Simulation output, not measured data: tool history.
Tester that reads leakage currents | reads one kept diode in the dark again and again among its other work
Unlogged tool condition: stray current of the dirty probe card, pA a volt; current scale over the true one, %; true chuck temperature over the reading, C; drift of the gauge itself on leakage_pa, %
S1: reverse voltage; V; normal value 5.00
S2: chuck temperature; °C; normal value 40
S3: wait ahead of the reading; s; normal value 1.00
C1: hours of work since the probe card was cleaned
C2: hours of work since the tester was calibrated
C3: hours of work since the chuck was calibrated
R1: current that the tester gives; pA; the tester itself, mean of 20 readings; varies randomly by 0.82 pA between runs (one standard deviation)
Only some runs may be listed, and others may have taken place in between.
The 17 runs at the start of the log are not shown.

run,hour,S1,S2,S3,C1,C2,C3,R1
# hour 675.6: chuck's temperature calibrated
18,678.6,1.58,40,2.13,695,381,2,136.86
19,714.5,1.58,40,2.13,714,400,21,137.43
20,762.4,1.58,40,2.13,740,426,46,138.07
21,814.0,5.00,40,1.00,767,454,74,270.91
22,845.3,1.60,40,3.85,784,470,90,139.05
23,891.1,1.60,40,3.85,808,495,115,137.55
24,934.0,5.00,24,0.58,831,517,138,90.64
25,988.3,5.00,24,0.58,860,546,167,90.82
26,1034.6,5.00,40,9.59,885,571,191,268.74
27,1064.8,5.00,40,0.90,901,587,207,272.25
28,1103.1,10.64,48,3.37,921,608,228,711.09
29,1142.1,2.31,48,9.40,942,628,249,289.11
30,1175.8,2.31,48,9.40,960,646,266,287.93
31,1216.6,6.73,52,0.34,982,668,288,706.13
32,1249.7,6.73,52,0.34,999,686,306,704.53
33,1281.5,5.00,40,3.37,1016,703,323,270.43
34,1323.3,5.00,40,3.37,1038,725,345,270.28
35,1361.3,5.00,40,3.37,1059,745,365,269.26
36,1386.6,5.00,40,3.37,1072,759,379,270.14
37,1429.9,5.00,40,1.47,1095,782,402,272.15
38,1471.6,5.00,40,1.21,1117,804,424,272.04
39,1522.6,5.00,40,1.21,1145,831,451,271.33
40,1568.9,5.07,40,3.49,1169,856,476,273.99
41,1599.6,5.41,40,0.95,1186,872,492,284.94

Below are 3 alternative next runs, each starting from the tool's condition after run 41. Predict each:
A,1632.6,5.00,40,3.61,1203,890,510,?
B,1632.6,2.13,40,4.89,1203,890,510,?
C,1632.6,8.41,21,6.03,1203,890,510,?

run,R1
A,269.96
B,163.98
C,95.51
With the hidden condition removed and each run's random variation left untouched, the same runs would have given:
run,R1
A,270.01
B,164.03
C,95.45
